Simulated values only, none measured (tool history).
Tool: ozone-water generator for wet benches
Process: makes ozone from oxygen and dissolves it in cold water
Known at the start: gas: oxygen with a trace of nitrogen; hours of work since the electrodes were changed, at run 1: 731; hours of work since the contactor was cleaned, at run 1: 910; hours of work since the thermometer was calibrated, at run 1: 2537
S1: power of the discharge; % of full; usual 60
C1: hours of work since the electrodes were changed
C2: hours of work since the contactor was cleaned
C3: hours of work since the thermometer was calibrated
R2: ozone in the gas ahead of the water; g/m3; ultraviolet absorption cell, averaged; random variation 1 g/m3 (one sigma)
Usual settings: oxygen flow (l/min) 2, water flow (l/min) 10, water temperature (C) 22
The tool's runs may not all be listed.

Run 1, hour 0: usual settings; C1 731; C2 910; C3 2537. Result: dissolved ozone (ppm) 17.2, R2 180.2 g/m3.
Run 2, hour 56.6: usual settings; C1 787; C2 966; C3 2593. Result: dissolved ozone (ppm) 17.2, R2 179 g/m3.
Run 3, hour 114.6: usual settings; C1 844; C2 1023; C3 2650. Result: dissolved ozone (ppm) 17.5, R2 180.6 g/m3.
Run 4, hour 222.4: usual settings but water temperature (C) 30; C1 951; C2 1130; C3 2757. Result: dissolved ozone (ppm) 15.3, R2 179.8 g/m3.
Run 5, hour 317.6: usual settings but water temperature (C) 30; C1 1045; C2 1224; C3 2851. Result: dissolved ozone (ppm) 15.4, R2 178.8 g/m3.
Run 6, hour 386.9: usual settings but water temperature (C) 30; C1 1114; C2 1292; C3 2919. Result: dissolved ozone (ppm) 15.6, R2 178.5 g/m3.
Run 7, hour 454.1: usual settings but oxygen flow (l/min) 1.44; C1 1180; C2 1359; C3 2986. Result: dissolved ozone (ppm) 16.2, R2 206.6 g/m3.
Run 8, hour 555: usual settings but oxygen flow (l/min) 1.88; C1 1280; C2 1458; C3 3086. Result: dissolved ozone (ppm) 17, R2 181.9 g/m3.
At hour 582.5: water thermometer calibrated.
Run 9, hour 614.7: usual settings but oxygen flow (l/min) 1.88; C1 1338; C2 1517; C3 32. Result: dissolved ozone (ppm) 17.3, R2 182.2 g/m3.
Run 10, hour 702.4: usual settings but oxygen flow (l/min) 1.88; C1 1425; C2 1604; C3 119. Result: dissolved ozone (ppm) 17.1, R2 183.8 g/m3.
Run 11, hour 795.5: usual settings but oxygen flow (l/min) 1.88; C1 1517; C2 1696; C3 211. Result: dissolved ozone (ppm) 17, R2 182 g/m3.
Run 12, hour 921.5: usual settings but oxygen flow (l/min) 1.88, water flow (l/min) 6; C1 1641; C2 1820; C3 335. Result: dissolved ozone (ppm) 25, R2 180.1 g/m3.
Run 13, hour 993.4: usual settings but oxygen flow (l/min) 1.88, water flow (l/min) 6; C1 1712; C2 1891; C3 406. Result: dissolved ozone (ppm) 24.8, R2 184.2 g/m3.
Run 14, hour 1113.1: usual settings but water flow (l/min) 11; C1 1831; C2 2009; C3 524. Result: dissolved ozone (ppm) 15.8, R2 176.6 g/m3.
Run 15, hour 1241.6: usual settings but water flow (l/min) 11; C1 1958; C2 2136; C3 651. Result: dissolved ozone (ppm) 15.6, R2 174.1 g/m3.
Run 16, hour 1346.7: usual settings but oxygen flow (l/min) 1.53, water flow (l/min) 8; C1 2061; C2 2240; C3 755. Result: dissolved ozone (ppm) 19.5, R2 195 g/m3.
Run 17, hour 1421: usual settings but oxygen flow (l/min) 1.53, water flow (l/min) 8; C1 2135; C2 2314; C3 829. Result: dissolved ozone (ppm) 19.3, R2 195.8 g/m3.
Run 18, hour 1552.7: usual settings but S1 84 % of full; C1 2265; C2 2444; C3 959. Result: dissolved ozone (ppm) 22.8, R2 234.5 g/m3.
Run 19, hour 1613.9: usual settings but S1 68 % of full, water flow (l/min) 7; C1 2326; C2 2504; C3 1019. Result: dissolved ozone (ppm) 24.8, R2 196.2 g/m3.
Run 20, hour 1743.4: usual settings but S1 68 % of full, water flow (l/min) 7; C1 2454; C2 2632; C3 1147. Result: dissolved ozone (ppm) 25, R2 194.3 g/m3.
Run 21, hour 1827: usual settings but S1 88 % of full, oxygen flow (l/min) 2.12, water flow (l/min) 8, water temperature (C) 28; C1 2536; C2 2715; C3 1230. Result: dissolved ozone (ppm) 25.4, R2 236.8 g/m3.
Run 22, hour 1907.6: usual settings but S1 88 % of full, oxygen flow (l/min) 2.12, water flow (l/min) 8, water temperature (C) 28; C1 2616; C2 2795; C3 1309. Result: dissolved ozone (ppm) 25.2, R2 235.4 g/m3.
Run 23, hour 2004.7: usual settings but S1 52 % of full, oxygen flow (l/min) 2.62, water flow (l/min) 9, water temperature (C) 20; C1 2712; C2 2891; C3 1405. Result: dissolved ozone (ppm) 17.1, R2 137.6 g/m3.
Run 24, hour 2075.9: usual settings but water flow (l/min) 8, water temperature (C) 19; C1 2782; C2 2961; C3 1476. Result: dissolved ozone (ppm) 21, R2 171.1 g/m3.
Run 25, hour 2185.8: usual settings but water flow (l/min) 8, water temperature (C) 19; C1 2891; C2 3069; C3 1584. Result: dissolved ozone (ppm) 20.7, R2 172.8 g/m3.
Run 26, hour 2280: usual settings but water flow (l/min) 8, water temperature (C) 19; C1 2984; C2 3163; C3 1677. Result: dissolved ozone (ppm) 20.8, R2 173.7 g/m3.
Run 27, hour 2337.1: usual settings but oxygen flow (l/min) 2.2; C1 3040; C2 3219; C3 1734. Result: dissolved ozone (ppm) 16.9, R2 166.6 g/m3.

3 ways to go on from here, each from the tool as it stands after run 27. What would each give?
Run A, hour 2415: usual settings but S1 83 % of full, oxygen flow (l/min) 2.2, water flow (l/min) 9; C1 3117; C2 3296; C3 1811. Result: dissolved ozone (ppm) ?, R2 ?.
Run B, hour 2415: usual settings but S1 93 % of full, oxygen flow (l/min) 1.6, water temperature (C) 27; C1 3117; C2 3296; C3 1811. Result: dissolved ozone (ppm) ?, R2 ?.
Run C, hour 2415: usual settings but oxygen flow (l/min) 3; C1 3117; C2 3296; C3 1811. Result: dissolved ozone (ppm) ?, R2 ?.

run  dissolved ozone (ppm)     R2
  A                     24    218
  B                   21.7  274.1
  C                   17.4  144.9
Without the tool's hidden state the same runs would have given:
run  dissolved ozone (ppm)     R2
  A                   26.5  237.8
  B                   24.2  301.2
  C                   18.9  154.7

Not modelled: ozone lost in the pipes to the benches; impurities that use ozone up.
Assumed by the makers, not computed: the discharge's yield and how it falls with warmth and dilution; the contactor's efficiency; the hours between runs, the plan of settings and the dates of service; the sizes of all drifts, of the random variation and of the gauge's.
